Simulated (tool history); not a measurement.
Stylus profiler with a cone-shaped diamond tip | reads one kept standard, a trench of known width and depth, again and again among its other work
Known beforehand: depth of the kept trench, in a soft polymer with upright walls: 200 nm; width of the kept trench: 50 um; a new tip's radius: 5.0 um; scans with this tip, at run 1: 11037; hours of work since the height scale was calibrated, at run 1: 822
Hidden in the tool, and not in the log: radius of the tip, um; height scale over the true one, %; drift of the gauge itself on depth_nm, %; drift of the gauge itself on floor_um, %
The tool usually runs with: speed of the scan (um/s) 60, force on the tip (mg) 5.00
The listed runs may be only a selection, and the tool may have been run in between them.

run,hour,speed of the scan (um/s),force on the tip (mg),scans with this tip,hours of work since the height scale was calibrated,depth of the trench (Å),width of the trench's floor (µm)
1,0.0,60,5.00,11037,822,2014.2,46.00
2,46.6,60,5.00,11439,852,2016.3,45.96
3,85.6,60,5.00,11775,877,2015.4,45.94
4,118.1,59,5.00,12055,898,2012.4,45.90
5,155.8,59,5.00,12381,922,2012.6,45.96
6,186.2,60,5.00,12642,941,2015.6,45.94
7,223.4,60,3.53,12963,965,2010.1,45.86
8,271.7,53,5.00,13380,996,2013.5,45.84
9,292.4,50,5.00,13559,1010,2014.3,45.82
10,339.6,50,5.00,13966,1040,2013.1,45.85
11,375.3,50,5.00,14273,1063,2012.7,45.80
12,402.0,60,5.00,14503,1080,2012.7,45.76
13,440.1,60,5.00,14832,1104,2012.8,45.76
14,465.7,60,11.60,15052,1121,2026.7,45.75
15,514.0,60,11.60,15469,1152,2028.1,45.73
16,561.3,24,5.00,15877,1182,2012.6,45.72
17,589.6,60,13.48,16121,1200,2031.4,45.70
# hour 605.1: new tip fitted, height scale calibrated
18,626.8,60,7.43,187,14,2028.0,47.05
19,671.4,60,7.43,571,43,2027.8,46.96
20,700.9,60,7.43,825,61,2026.5,46.93
21,730.9,60,5.00,1084,81,2020.1,46.85
22,764.0,60,5.00,1369,102,2019.8,46.83
23,811.3,60,5.00,1777,132,2020.2,46.81
24,843.0,91,12.58,2051,153,2038.7,46.79
25,877.2,87,5.00,2346,175,2021.7,46.61
26,924.2,45,7.19,2751,205,2025.0,46.79
27,970.2,105,3.07,3148,234,2015.2,46.43
28,1004.8,61,14.27,3446,257,2040.8,46.72
29,1040.5,61,14.27,3754,280,2041.5,46.69
30,1067.7,61,14.27,3989,297,2039.5,46.70
31,1087.9,54,8.77,4163,310,2028.5,46.64
32,1120.7,126,7.06,4446,331,2022.7,46.42
33,1150.6,53,5.00,4704,350,2019.4,46.56
34,1199.6,53,3.81,5126,382,2014.2,46.47
35,1241.1,37,7.11,5484,408,2025.2,46.55
36,1267.1,219,5.00,5709,425,2018.8,45.96
37,1294.6,39,3.98,5945,443,2014.3,46.41
38,1324.7,39,3.98,6205,462,2016.5,46.46
39,1358.3,39,3.98,6495,484,2015.6,46.42
40,1387.9,65,14.14,6750,503,2038.7,46.39
41,1423.5,24,9.53,7057,525,2029.1,46.46
42,1458.9,117,6.63,7362,548,2021.6,46.21
43,1493.2,217,4.13,7658,570,2015.7,45.74
44,1529.3,33,2.19,7969,593,2007.2,46.20
45,1562.5,20,3.89,8255,615,2012.1,46.32

For each run, the measured value with the value that run would have given without the tool's hidden condition subtracted. The run-to-run variation is shared by both, the gauge scatter possibly not:
run,depth of the trench (Å),width of the trench's floor (µm)
1,-6.1,-1.00
2,-6.4,-1.03
3,-6.5,-1.06
4,-6.7,-1.08
5,-6.9,-1.11
6,-7.1,-1.13
7,-7.2,-1.15
8,-7.5,-1.19
9,-7.6,-1.20
10,-7.8,-1.23
11,-8.0,-1.26
12,-8.1,-1.28
13,-8.3,-1.30
14,-8.5,-1.32
15,-8.7,-1.34
16,-8.9,-1.37
17,-9.1,-1.39
18,+0.6,-0.05
19,+0.4,-0.08
20,+0.2,-0.11
21,+0.0,-0.14
22,-0.1,-0.17
23,-0.3,-0.21
24,-0.5,-0.24
25,-0.7,-0.28
26,-0.9,-0.31
27,-1.1,-0.36
28,-1.2,-0.38
29,-1.5,-0.42
30,-1.6,-0.44
31,-1.6,-0.45
32,-1.9,-0.49
33,-2.0,-0.51
34,-2.2,-0.55
35,-2.5,-0.58
36,-2.6,-0.61
37,-2.7,-0.62
38,-2.9,-0.65
39,-3.0,-0.68
40,-3.2,-0.70
41,-3.3,-0.72
42,-3.5,-0.76
43,-3.6,-0.78
44,-3.8,-0.81
45,-4.0,-0.83
